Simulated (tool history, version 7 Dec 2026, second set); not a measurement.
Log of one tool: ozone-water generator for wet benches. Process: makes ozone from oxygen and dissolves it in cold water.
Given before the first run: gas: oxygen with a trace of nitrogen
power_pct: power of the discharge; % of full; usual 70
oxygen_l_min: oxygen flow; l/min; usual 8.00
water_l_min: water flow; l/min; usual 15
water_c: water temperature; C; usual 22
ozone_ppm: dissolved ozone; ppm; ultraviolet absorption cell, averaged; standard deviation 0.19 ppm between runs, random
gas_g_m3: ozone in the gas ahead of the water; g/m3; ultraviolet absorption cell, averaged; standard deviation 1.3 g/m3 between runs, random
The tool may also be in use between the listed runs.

{"run": 1, "hour": 0.0, "power_pct": 70, "oxygen_l_min": 8.0, "water_l_min": 15, "water_c": 22, "ozone_ppm": 26.8, "gas_g_m3": 248.9}
{"run": 2, "hour": 62.5, "power_pct": 70, "oxygen_l_min": 8.0, "water_l_min": 15, "water_c": 22, "ozone_ppm": 26.6, "gas_g_m3": 250.2}
{"run": 3, "hour": 132.2, "power_pct": 70, "oxygen_l_min": 8.0, "water_l_min": 15, "water_c": 22, "ozone_ppm": 27.5, "gas_g_m3": 249.9}
{"run": 4, "hour": 188.8, "power_pct": 70, "oxygen_l_min": 8.0, "water_l_min": 15, "water_c": 22, "ozone_ppm": 26.6, "gas_g_m3": 252.7}
{"run": 5, "hour": 268.9, "power_pct": 70, "oxygen_l_min": 8.0, "water_l_min": 15, "water_c": 22, "ozone_ppm": 26.9, "gas_g_m3": 251.2}
{"run": 6, "hour": 346.9, "power_pct": 70, "oxygen_l_min": 8.0, "water_l_min": 15, "water_c": 22, "ozone_ppm": 26.6, "gas_g_m3": 251.2}
{"run": 7, "hour": 414.0, "power_pct": 70, "oxygen_l_min": 8.0, "water_l_min": 15, "water_c": 22, "ozone_ppm": 27.0, "gas_g_m3": 252.0}
{"run": 8, "hour": 497.1, "power_pct": 70, "oxygen_l_min": 8.0, "water_l_min": 15, "water_c": 22, "ozone_ppm": 26.8, "gas_g_m3": 253.4}
{"run": 9, "hour": 568.5, "power_pct": 54, "oxygen_l_min": 8.0, "water_l_min": 15, "water_c": 22, "ozone_ppm": 23.4, "gas_g_m3": 214.1}
{"run": 10, "hour": 626.9, "power_pct": 48, "oxygen_l_min": 8.0, "water_l_min": 15, "water_c": 22, "ozone_ppm": 21.3, "gas_g_m3": 198.8}
{"run": 11, "hour": 706.0, "power_pct": 48, "oxygen_l_min": 8.0, "water_l_min": 15, "water_c": 22, "ozone_ppm": 21.4, "gas_g_m3": 199.5}
{"run": 12, "hour": 798.5, "power_pct": 70, "oxygen_l_min": 11.41, "water_l_min": 20, "water_c": 22, "ozone_ppm": 21.5, "gas_g_m3": 208.3}
{"run": 13, "hour": 904.0, "power_pct": 70, "oxygen_l_min": 13.1, "water_l_min": 10, "water_c": 22, "ozone_ppm": 28.3, "gas_g_m3": 194.6}
{"run": 14, "hour": 951.7, "power_pct": 70, "oxygen_l_min": 13.1, "water_l_min": 10, "water_c": 22, "ozone_ppm": 28.7, "gas_g_m3": 192.6}
{"run": 15, "hour": 1023.6, "power_pct": 83, "oxygen_l_min": 10.45, "water_l_min": 10, "water_c": 22, "ozone_ppm": 33.8, "gas_g_m3": 242.6}
{"run": 16, "hour": 1111.0, "power_pct": 70, "oxygen_l_min": 10.6, "water_l_min": 11, "water_c": 29, "ozone_ppm": 24.8, "gas_g_m3": 218.7}
{"run": 17, "hour": 1193.6, "power_pct": 70, "oxygen_l_min": 10.6, "water_l_min": 11, "water_c": 29, "ozone_ppm": 24.7, "gas_g_m3": 219.5}
{"run": 18, "hour": 1255.4, "power_pct": 70, "oxygen_l_min": 10.6, "water_l_min": 20, "water_c": 29, "ozone_ppm": 18.5, "gas_g_m3": 216.4}
{"run": 19, "hour": 1303.4, "power_pct": 70, "oxygen_l_min": 11.4, "water_l_min": 23, "water_c": 25, "ozone_ppm": 18.6, "gas_g_m3": 207.7}

Branching from run 19: 5 alternative next runs. What would each branch give?
{"run": "A", "hour": 1388.6, "power_pct": 98, "oxygen_l_min": 11.4, "water_l_min": 19, "water_c": 19, "ozone_ppm": "?", "gas_g_m3": "?"}
{"run": "B", "hour": 1388.6, "power_pct": 70, "oxygen_l_min": 5.89, "water_l_min": 12, "water_c": 27, "ozone_ppm": "?", "gas_g_m3": "?"}
{"run": "C", "hour": 1388.6, "power_pct": 70, "oxygen_l_min": 5.85, "water_l_min": 9, "water_c": 22, "ozone_ppm": "?", "gas_g_m3": "?"}
{"run": "D", "hour": 1388.6, "power_pct": 48, "oxygen_l_min": 6.0, "water_l_min": 12, "water_c": 25, "ozone_ppm": "?", "gas_g_m3": "?"}
{"run": "E", "hour": 1388.6, "power_pct": 70, "oxygen_l_min": 11.4, "water_l_min": 23, "water_c": 15, "ozone_ppm": "?", "gas_g_m3": "?"}

run=A ozone_ppm=28.6 gas_g_m3=255.7
run=B ozone_ppm=28.9 gas_g_m3=298.6
run=C ozone_ppm=37.9 gas_g_m3=298.6
run=D ozone_ppm=24.0 gas_g_m3=235.6
run=E ozone_ppm=22.5 gas_g_m3=209.7
Had the tool no hidden state, the same runs would have come out as:
run=A ozone_ppm=28.6 gas_g_m3=252.8
run=B ozone_ppm=28.9 gas_g_m3=295.2
run=C ozone_ppm=38.0 gas_g_m3=295.2
run=D ozone_ppm=24.0 gas_g_m3=232.8
run=E ozone_ppm=22.6 gas_g_m3=207.3

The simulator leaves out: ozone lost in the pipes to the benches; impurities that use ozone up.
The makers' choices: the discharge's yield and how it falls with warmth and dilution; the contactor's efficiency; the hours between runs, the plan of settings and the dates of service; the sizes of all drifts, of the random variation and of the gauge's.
